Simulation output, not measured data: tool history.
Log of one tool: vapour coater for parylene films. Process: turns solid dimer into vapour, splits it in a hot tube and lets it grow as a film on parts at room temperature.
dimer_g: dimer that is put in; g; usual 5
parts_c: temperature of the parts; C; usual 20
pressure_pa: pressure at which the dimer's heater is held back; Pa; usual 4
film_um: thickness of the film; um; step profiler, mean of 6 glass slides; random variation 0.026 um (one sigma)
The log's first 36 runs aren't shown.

run 37 hour=924.6 | dimer_g=3 parts_c=17 pressure_pa=2.12 | film_um=1.41
-- hour=931.9 trap's valve overhauled
run 38 hour=952.8 | dimer_g=5 parts_c=20 pressure_pa=4 | film_um=2.08
run 39 hour=976.5 | dimer_g=3 parts_c=22 pressure_pa=5.43 | film_um=1.11
run 40 hour=1002.9 | dimer_g=3 parts_c=22 pressure_pa=5.43 | film_um=1.09
run 41 hour=1039.7 | dimer_g=3 parts_c=22 pressure_pa=5.43 | film_um=1.07
run 42 hour=1072.5 | dimer_g=3 parts_c=13 pressure_pa=2.95 | film_um=1.57
run 43 hour=1099.5 | dimer_g=5 parts_c=16 pressure_pa=4 | film_um=2.22
run 44 hour=1124.2 | dimer_g=5 parts_c=16 pressure_pa=4 | film_um=2.19
run 45 hour=1156.9 | dimer_g=5 parts_c=16 pressure_pa=4 | film_um=2.14
run 46 hour=1177 | dimer_g=5 parts_c=16 pressure_pa=4 | film_um=2.18
run 47 hour=1199.6 | dimer_g=5 parts_c=16 pressure_pa=4 | film_um=2.14

Forecast each of these 4 alternatives for the next run:
run A hour=1221.9 | dimer_g=3 parts_c=12 pressure_pa=4 | film_um=?
run B hour=1221.9 | dimer_g=5 parts_c=20 pressure_pa=7.72 | film_um=?
run C hour=1221.9 | dimer_g=5 parts_c=20 pressure_pa=7.49 | film_um=?
run D hour=1221.9 | dimer_g=5 parts_c=20 pressure_pa=9.2 | film_um=?

run=A film_um=1.46
run=B film_um=1.63
run=C film_um=1.68
run=D film_um=1.57
Without the tool's hidden state the same runs would have given:
run=A film_um=1.69
run=B film_um=1.9
run=C film_um=1.96
run=D film_um=1.83
